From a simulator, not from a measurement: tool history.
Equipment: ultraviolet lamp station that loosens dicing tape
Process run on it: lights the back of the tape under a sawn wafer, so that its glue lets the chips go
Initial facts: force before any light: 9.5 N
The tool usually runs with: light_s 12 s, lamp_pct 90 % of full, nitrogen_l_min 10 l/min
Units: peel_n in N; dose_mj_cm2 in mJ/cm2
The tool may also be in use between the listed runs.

run   hour  light_s  lamp_pct  nitrogen_l_min  peel_n  dose_mj_cm2
  1    0.0       12        90              10   1.104          350
  2    8.4       12        90              13   1.048          348
  3   14.1       12        90              13   1.078          351
  4   19.6       12        90              13   1.042          347
  5   28.8       12        90              10   1.130          349
  6   32.9       12        90              10   1.129          343
  7   39.1       12        90              10   1.151          341
      41.8  -- window cleaned of glue's vapour
  8   43.5       12        90              10   1.058          355
  9   51.0       12        66              10   1.832          261
 10   57.7       12        66              10   1.833          260
 11   63.4       12        66              10   1.905          264
 12   69.7       12        90              10   1.121          359
 13   75.6       12        90              10   1.099          353
 14   80.0       12        90              10   1.099          353
 15   88.3       10        90              10   1.558          299
 16   93.3       10        90              10   1.546          296
 17  101.8        7        90              10   2.619          203
 18  108.8        7        90              10   2.615          205
 19  114.3        7        90              10   2.571          205
 20  121.4       10        90              10   1.502          285
 21  129.6       12        90              10   1.147          346
 22  138.5       12        66              10   1.942          251
 23  143.0       12        74               4   2.253          283
 24  152.4        9        97              16   1.513          280
 25  161.4       13        88               7   1.183          363
 26  166.9       12        90              18   0.987          344
 27  173.1       21        90              18   0.332          596
 28  180.7       12        66              10   2.009          250
 29  186.2       12        68              13   1.767          254
 30  193.2       12        83               8   1.451          309
 31  201.1       12        83               8   1.536          308
 32  209.7       12        83               8   1.472          311
 33  214.5       18        66              17   0.828          364
 34  218.5       18        66              17   0.880          364
 35  226.0       18        85              17   0.514          475
 36  234.8        8        77              14   2.747          190
 37  243.1        9        83              14   2.087          226
 38  248.1        9        83               5   2.719          228
 39  257.2        9        83               5   2.731          226
 40  266.4       10        94               5   2.012          286
 41  272.3       10        74               8   2.375          229
 42  276.7       12        90              10   1.306          325
 43  282.1       17        88              15   0.584          453

4 ways to go on from here, each from the tool as it stands after run 43. What would each give?
  A  289.4       14        83              11       ?            ?
  B  289.4        9        76              13       ?            ?
  C  289.4       17        88               4       ?            ?
  D  289.4        8        75               6       ?            ?

run  peel_n  dose_mj_cm2
  A   1.063          351
  B   2.453          202
  C   1.008          450
  D   3.324          181
Without the tool's unlogged condition, the same runs would have read:
run  peel_n  dose_mj_cm2
  A   0.774          411
  B   1.963          238
  C   0.728          527
  D   2.793          212

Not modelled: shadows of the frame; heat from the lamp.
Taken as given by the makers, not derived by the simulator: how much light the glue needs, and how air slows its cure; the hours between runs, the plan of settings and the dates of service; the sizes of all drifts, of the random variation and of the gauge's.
